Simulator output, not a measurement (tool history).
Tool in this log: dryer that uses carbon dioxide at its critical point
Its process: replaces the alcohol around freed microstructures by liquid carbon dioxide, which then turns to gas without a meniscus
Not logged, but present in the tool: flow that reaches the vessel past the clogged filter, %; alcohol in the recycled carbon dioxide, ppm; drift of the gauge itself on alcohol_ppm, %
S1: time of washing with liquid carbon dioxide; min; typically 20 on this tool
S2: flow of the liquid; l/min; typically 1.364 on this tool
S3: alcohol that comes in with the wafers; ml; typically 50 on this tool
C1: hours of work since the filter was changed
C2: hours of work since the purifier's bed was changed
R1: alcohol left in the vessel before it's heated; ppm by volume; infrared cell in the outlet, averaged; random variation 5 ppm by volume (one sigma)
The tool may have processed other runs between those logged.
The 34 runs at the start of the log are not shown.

run     day  S1     S2   S3   C1   C2   R1
 35  14.983  23   1.66   33   72  278   73
 36  15.388  20   1.64   50   79  285   86
 37  15.958  20  1.364   59   89  295  118
 38  16.304  20  1.364   59   95  301  122
 39  16.612  20  1.364   59  101  307  117
 40  17.167  20  1.364   59  110  316  127
 41  17.642  20   1.25   70  119  325  173
 42  17.954  26   1.82   62  124  330   92
 43  18.333  15   1.12   50  131  337  438
 44  18.775  15   1.23  117  138  344  643
 45  19.183  15   1.04   50  146  351  551
 46  19.675  28   1.95   54  154  360   92

Each row is a separate what-if for the run after 46, all from the same tool condition, not one after another. Results?
  A  19.975  20   1.66  50  159  365   ?
  B  19.975  28   1.55  54  159  365   ?
  C  19.975  20  1.364  21  159  365   ?
  D  19.975  25   1.45  99  159  365   ?
  E  19.975  13  1.364  63  159  365   ?

run   R1
  A   93
  B   90
  C  115
  D   99
  E  456
Without the tool's unlogged condition, the same runs would have read:
run   R1
  A    0
  B    1
  C   21
  D    5
  E  288
